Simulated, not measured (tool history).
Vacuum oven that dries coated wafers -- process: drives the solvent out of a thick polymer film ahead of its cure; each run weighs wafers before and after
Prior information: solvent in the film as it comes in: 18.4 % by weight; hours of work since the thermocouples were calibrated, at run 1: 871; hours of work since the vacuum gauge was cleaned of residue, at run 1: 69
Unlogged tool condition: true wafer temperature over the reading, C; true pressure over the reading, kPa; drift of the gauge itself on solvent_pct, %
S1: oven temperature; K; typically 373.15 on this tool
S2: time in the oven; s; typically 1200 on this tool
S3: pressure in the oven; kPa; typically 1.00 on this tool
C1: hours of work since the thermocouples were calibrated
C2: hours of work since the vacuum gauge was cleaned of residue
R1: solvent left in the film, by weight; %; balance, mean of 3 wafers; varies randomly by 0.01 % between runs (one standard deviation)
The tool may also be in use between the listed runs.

run	day	S1	S2	S3	C1	C2	R1
1	0.000	373.15	1200	1.00	871	69	1.70
2	1.117	373.15	1200	1.00	892	90	1.70
3	2.071	373.15	1260	1.00	910	107	1.55
4	3.012	373.15	1260	1.00	928	125	1.55
5	4.112	373.15	1260	1.00	948	146	1.53
6	5.842	373.15	1200	1.00	980	178	1.70
7	6.917	373.15	1200	1.00	1001	198	1.71
# day 7.658: oven's thermocouples calibrated
8	8.308	373.15	1200	0.93	12	223	1.68
9	10.196	373.15	1200	0.93	47	258	1.69
10	11.604	373.15	840	0.93	74	284	3.11
11	13.092	373.15	840	0.93	102	312	3.11
12	14.238	373.15	840	0.93	123	333	3.12
13	15.729	372.15	1200	1.00	151	361	1.97
14	17.504	372.15	1200	1.00	184	395	1.95
15	18.921	373.15	840	1.00	211	421	3.13
16	19.904	373.15	1200	0.65	229	439	1.61
17	21.400	373.15	1200	0.65	257	467	1.62
18	22.967	373.15	1200	2.56	286	497	2.16
19	24.375	373.15	1200	2.56	313	523	2.14
20	26.233	373.15	1200	2.56	347	558	2.14
21	27.904	373.15	1200	2.56	379	589	2.15
22	29.183	373.15	1200	2.56	403	613	2.13
23	30.050	373.15	1200	2.56	419	629	2.14
24	31.496	373.15	1200	0.90	446	656	1.69
25	32.500	373.15	1200	0.90	465	675	1.67
26	33.529	373.15	1200	0.90	484	694	1.67
27	34.692	378.15	1620	1.00	506	716	0.43
28	35.921	365.15	1200	3.54	529	739	5.06
29	36.700	378.15	1200	0.74	543	754	0.73
30	37.862	373.15	720	1.00	565	775	3.87
31	39.604	376.15	720	1.00	598	808	2.87
32	40.392	376.15	720	1.00	612	823	2.87
33	41.362	360.15	1740	0.74	630	841	4.17
34	43.029	376.15	1680	2.23	662	872	0.86
35	44.350	376.15	1680	2.23	686	897	0.86
36	45.229	376.15	1680	2.23	703	913	0.87
37	46.038	378.15	1200	1.00	718	928	0.79
38	47.808	383.15	600	0.58	751	961	1.58
39	49.121	380.15	600	0.52	776	986	2.34
40	50.142	376.15	840	0.89	795	1005	2.18
41	51.450	359.15	2160	0.80	819	1030	3.51
42	53.050	364.15	2160	1.28	849	1059	2.10
43	54.838	364.15	2160	1.28	882	1093	2.10
44	56.625	367.15	1140	1.42	916	1126	3.86
45	57.817	358.15	1680	2.51	938	1149	5.87
46	58.967	382.15	1500	0.73	960	1170	0.22
47	60.625	360.15	1320	1.87	991	1201	6.05

Take each entry between the runs: how does the hidden state at the last listed run before it differ from the hidden state at the first listed run after it?
Between runs 7 and 8: oven's thermocouples calibrated (day 7.658)
  true wafer temperature over the reading, C: 0.01 -> -0.01

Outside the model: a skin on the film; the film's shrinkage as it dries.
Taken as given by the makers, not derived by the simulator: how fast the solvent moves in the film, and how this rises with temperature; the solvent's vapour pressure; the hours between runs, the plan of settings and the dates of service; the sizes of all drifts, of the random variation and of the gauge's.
